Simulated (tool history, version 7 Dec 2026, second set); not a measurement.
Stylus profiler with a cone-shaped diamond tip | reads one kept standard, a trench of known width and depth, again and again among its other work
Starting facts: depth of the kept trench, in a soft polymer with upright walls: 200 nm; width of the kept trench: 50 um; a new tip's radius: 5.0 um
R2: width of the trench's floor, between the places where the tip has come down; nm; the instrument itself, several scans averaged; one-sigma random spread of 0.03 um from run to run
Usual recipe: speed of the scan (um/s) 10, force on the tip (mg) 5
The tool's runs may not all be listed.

{"run": 1, "day": 0.0, "speed of the scan (um/s)": 10, "force on the tip (mg)": 5, "depth of the trench (Å)": 2049.2, "R2": 46990}
{"run": 2, "day": 0.767, "speed of the scan (um/s)": 10, "force on the tip (mg)": 5, "depth of the trench (Å)": 2049.8, "R2": 46980}
{"run": 3, "day": 2.362, "speed of the scan (um/s)": 10, "force on the tip (mg)": 5, "depth of the trench (Å)": 2048.7, "R2": 46980}
{"run": 4, "day": 3.746, "speed of the scan (um/s)": 10, "force on the tip (mg)": 5, "depth of the trench (Å)": 2050.4, "R2": 46940}
{"run": 5, "day": 5.004, "speed of the scan (um/s)": 10, "force on the tip (mg)": 5, "depth of the trench (Å)": 2048.9, "R2": 46930}
{"run": 6, "day": 5.925, "speed of the scan (um/s)": 10, "force on the tip (mg)": 5, "depth of the trench (Å)": 2049.7, "R2": 46970}
{"run": 7, "day": 7.188, "speed of the scan (um/s)": 5, "force on the tip (mg)": 5, "depth of the trench (Å)": 2048.3, "R2": 46960}
{"run": 8, "day": 8.492, "speed of the scan (um/s)": 2, "force on the tip (mg)": 5, "depth of the trench (Å)": 2049.8, "R2": 47020}
{"run": 9, "day": 9.717, "speed of the scan (um/s)": 2, "force on the tip (mg)": 5, "depth of the trench (Å)": 2048.8, "R2": 46990}
{"run": 10, "day": 10.571, "speed of the scan (um/s)": 4, "force on the tip (mg)": 5, "depth of the trench (Å)": 2048, "R2": 47000}
{"run": 11, "day": 12.167, "speed of the scan (um/s)": 35, "force on the tip (mg)": 5, "depth of the trench (Å)": 2042.3, "R2": 46870}
{"run": 12, "day": 13.462, "speed of the scan (um/s)": 35, "force on the tip (mg)": 5, "depth of the trench (Å)": 2043.3, "R2": 46900}
{"run": 13, "day": 14.475, "speed of the scan (um/s)": 10, "force on the tip (mg)": 5, "depth of the trench (Å)": 2041.5, "R2": 46940}
{"run": 14, "day": 15.346, "speed of the scan (um/s)": 10, "force on the tip (mg)": 5, "depth of the trench (Å)": 2044.6, "R2": 46920}
{"run": 15, "day": 16.521, "speed of the scan (um/s)": 10, "force on the tip (mg)": 9.82, "depth of the trench (Å)": 2072.1, "R2": 46970}
{"run": 16, "day": 18.246, "speed of the scan (um/s)": 10, "force on the tip (mg)": 9.82, "depth of the trench (Å)": 2075.9, "R2": 46920}
{"run": 17, "day": 19.354, "speed of the scan (um/s)": 10, "force on the tip (mg)": 9.82, "depth of the trench (Å)": 2086.8, "R2": 46960}
{"run": 18, "day": 21.125, "speed of the scan (um/s)": 10, "force on the tip (mg)": 9.82, "depth of the trench (Å)": 2086.7, "R2": 46980}
{"run": 19, "day": 22.812, "speed of the scan (um/s)": 38, "force on the tip (mg)": 6.72, "depth of the trench (Å)": 2068, "R2": 46880}
{"run": 20, "day": 23.879, "speed of the scan (um/s)": 32, "force on the tip (mg)": 3.29, "depth of the trench (Å)": 2040.7, "R2": 46800}
{"run": 21, "day": 24.908, "speed of the scan (um/s)": 32, "force on the tip (mg)": 3.29, "depth of the trench (Å)": 2040.9, "R2": 46850}
{"run": 22, "day": 25.846, "speed of the scan (um/s)": 11, "force on the tip (mg)": 2.05, "depth of the trench (Å)": 2028.7, "R2": 46900}
{"run": 23, "day": 27.221, "speed of the scan (um/s)": 11, "force on the tip (mg)": 2.58, "depth of the trench (Å)": 2033.1, "R2": 46900}
{"run": 24, "day": 28.796, "speed of the scan (um/s)": 7, "force on the tip (mg)": 3.68, "depth of the trench (Å)": 2044.6, "R2": 46900}
{"run": 25, "day": 30.154, "speed of the scan (um/s)": 2, "force on the tip (mg)": 2.61, "depth of the trench (Å)": 2034, "R2": 46930}
{"run": 26, "day": 31.683, "speed of the scan (um/s)": 2, "force on the tip (mg)": 12.92, "depth of the trench (Å)": 2104, "R2": 46960}
{"run": 27, "day": 33.425, "speed of the scan (um/s)": 2, "force on the tip (mg)": 12.92, "depth of the trench (Å)": 2103, "R2": 46890}
{"run": 28, "day": 34.929, "speed of the scan (um/s)": 12, "force on the tip (mg)": 9.81, "depth of the trench (Å)": 2084.3, "R2": 46880}
{"run": 29, "day": 36.025, "speed of the scan (um/s)": 2, "force on the tip (mg)": 2.96, "depth of the trench (Å)": 2037.4, "R2": 46920}
{"run": 30, "day": 36.8, "speed of the scan (um/s)": 4, "force on the tip (mg)": 2.1, "depth of the trench (Å)": 2028.4, "R2": 46910}
{"run": 31, "day": 37.7, "speed of the scan (um/s)": 4, "force on the tip (mg)": 2.1, "depth of the trench (Å)": 2030.4, "R2": 46920}
{"run": 32, "day": 38.483, "speed of the scan (um/s)": 4, "force on the tip (mg)": 2.5, "depth of the trench (Å)": 2030.1, "R2": 46850}

Withheld: 2 entries from between the runs. Position of each, and hidden state at the listed run before versus the listed run after:
In the gap between runs 10 and 11: height scale calibrated on a step standard (day 10.712)
  radius of the tip, um: 5.76 -> 5.78; height scale over the true one, %: -0.346 -> -0.563
  measured value less the no-hidden-state value, depth of the trench (Å): -7.1 -> -11.6; R2: -210 -> -210 nm
In the gap between runs 16 and 17: height scale calibrated on a step standard, once more (day 19.342)
  radius of the tip, um: 5.85 -> 5.86; height scale over the true one, %: -0.598 -> -0.005
  measured value less the no-hidden-state value, depth of the trench (Å): -12.5 -> -0.1; R2: -230 -> -230 nm
